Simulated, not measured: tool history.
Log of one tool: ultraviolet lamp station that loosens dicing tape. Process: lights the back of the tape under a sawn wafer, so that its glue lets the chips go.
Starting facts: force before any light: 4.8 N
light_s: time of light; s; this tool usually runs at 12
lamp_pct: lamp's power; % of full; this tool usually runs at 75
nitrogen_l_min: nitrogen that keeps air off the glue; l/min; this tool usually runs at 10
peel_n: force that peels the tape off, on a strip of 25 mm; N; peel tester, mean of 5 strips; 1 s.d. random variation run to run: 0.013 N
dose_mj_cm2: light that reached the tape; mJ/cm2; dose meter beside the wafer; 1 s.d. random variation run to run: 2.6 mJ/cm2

run,hour,light_s,lamp_pct,nitrogen_l_min,peel_n,dose_mj_cm2
1,0.0,12,75,10,0.783,290
2,11.3,12,75,10,0.764,290
3,20.8,12,75,10,0.783,297
4,32.2,12,75,10,0.755,292
5,40.8,12,75,15,0.639,283
6,52.5,12,75,15,0.716,267
7,66.0,12,75,10,0.885,268
8,74.4,12,94,10,0.611,327
9,84.8,12,94,10,0.628,332
10,97.1,12,75,10,0.904,262
11,105.1,12,75,10,0.895,260
12,117.0,12,75,10,0.656,321
13,130.5,12,75,10,0.703,318
14,139.2,12,97,10,0.480,403
15,150.8,12,97,10,0.458,406
16,158.5,12,75,10,0.691,312
17,172.6,17,90,5,0.479,525
18,180.7,17,90,5,0.448,526
19,196.0,22,70,16,0.276,523
20,209.5,12,70,16,0.574,291
21,220.6,12,70,16,0.621,288
22,231.6,11,75,16,0.645,283
23,243.3,9,75,6,1.422,226
24,258.7,12,62,10,0.982,250
25,268.3,19,81,14,0.288,510
26,276.6,18,87,14,0.283,523
27,284.8,21,75,10,0.325,531
28,292.0,24,75,7,0.330,601
29,300.1,15,61,13,0.599,303
30,307.2,12,75,13,0.645,299
31,320.9,12,75,13,0.639,294
32,331.4,20,62,10,0.439,405

Put back what was entered between runs (2 entries, withheld): which listed runs does each sit between, and how does the hidden state differ from the listed run before to the listed run after?
Run 5 -> run 6: window cleaned of glue's vapour (hour 49.2)
  lamp's light, % of a new lamp's: 96.3 -> 96.1; light that the window lets through, % of a clean one's: 89.7 -> 83.3
  measured result minus the result with no hidden state, peel_n: +0.131 -> +0.209 N; dose_mj_cm2: -45 -> -67 mJ/cm2
Run 11 -> run 12: window cleaned of glue's vapour, once more (hour 117.0)
  lamp's light, % of a new lamp's: 95.4 -> 95.2; light that the window lets through, % of a clean one's: 82.3 -> 99.8
  measured result minus the result with no hidden state, peel_n: +0.273 -> +0.050 N; dose_mj_cm2: -72 -> -16 mJ/cm2
